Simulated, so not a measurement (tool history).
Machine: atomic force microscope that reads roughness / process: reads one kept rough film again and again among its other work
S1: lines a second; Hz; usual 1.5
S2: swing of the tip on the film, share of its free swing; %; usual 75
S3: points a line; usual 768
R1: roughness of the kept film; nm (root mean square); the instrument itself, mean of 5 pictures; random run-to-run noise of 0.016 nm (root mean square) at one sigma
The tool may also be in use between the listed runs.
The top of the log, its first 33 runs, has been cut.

{"run": 34, "hour": 292.0, "S1": 2.53, "S2": 85, "S3": 262, "R1": 3.275}
{"run": 35, "hour": 299.3, "S1": 0.69, "S2": 87, "S3": 1005, "R1": 4.007}
{"run": 36, "hour": 308.6, "S1": 3.64, "S2": 73, "S3": 619, "R1": 3.484}
{"run": 37, "hour": 321.2, "S1": 0.5, "S2": 73, "S3": 619, "R1": 4.238}
{"run": 38, "hour": 333.4, "S1": 1.34, "S2": 73, "S3": 619, "R1": 3.99}
{"run": 39, "hour": 344.9, "S1": 1.89, "S2": 70, "S3": 286, "R1": 3.956}
{"run": 40, "hour": 355.0, "S1": 1.89, "S2": 70, "S3": 286, "R1": 3.932}
{"run": 41, "hour": 362.4, "S1": 2.61, "S2": 78, "S3": 644, "R1": 3.522}
{"hour": 369.7, "done": "new tip fitted"}
{"run": 42, "hour": 370.3, "S1": 2.58, "S2": 74, "S3": 644, "R1": 3.703}
{"run": 43, "hour": 381.2, "S1": 2.58, "S2": 60, "S3": 644, "R1": 4.047}
{"run": 44, "hour": 389.5, "S1": 1.5, "S2": 77, "S3": 768, "R1": 3.887}
{"run": 45, "hour": 402.1, "S1": 1.5, "S2": 77, "S3": 768, "R1": 3.871}
{"run": 46, "hour": 409.8, "S1": 1.5, "S2": 77, "S3": 768, "R1": 3.873}
{"run": 47, "hour": 421.7, "S1": 0.72, "S2": 78, "S3": 480, "R1": 4.094}
{"run": 48, "hour": 428.6, "S1": 0.92, "S2": 85, "S3": 372, "R1": 3.913}
{"run": 49, "hour": 440.3, "S1": 3.34, "S2": 77, "S3": 304, "R1": 3.408}
{"run": 50, "hour": 450.7, "S1": 1.24, "S2": 72, "S3": 567, "R1": 4.057}
{"run": 51, "hour": 462.3, "S1": 0.66, "S2": 63, "S3": 567, "R1": 4.293}
{"run": 52, "hour": 469.5, "S1": 0.66, "S2": 63, "S3": 567, "R1": 4.294}
{"run": 53, "hour": 480.0, "S1": 0.66, "S2": 75, "S3": 768, "R1": 4.177}

What if the next run were any one of these 4? Each begins from the tool's condition after run 53:
{"run": "A", "hour": 492.4, "S1": 1.24, "S2": 71, "S3": 417, "R1": "?"}
{"run": "B", "hour": 492.4, "S1": 0.51, "S2": 63, "S3": 521, "R1": "?"}
{"run": "C", "hour": 492.4, "S1": 1.14, "S2": 75, "S3": 642, "R1": "?"}
{"run": "D", "hour": 492.4, "S1": 2.96, "S2": 75, "S3": 383, "R1": "?"}

run=A R1=4.045
run=B R1=4.3
run=C R1=4.017
run=D R1=3.562
Had the tool no hidden state, the same runs would have come out as:
run=A R1=4.051
run=B R1=4.305
run=C R1=4.022
run=D R1=3.567
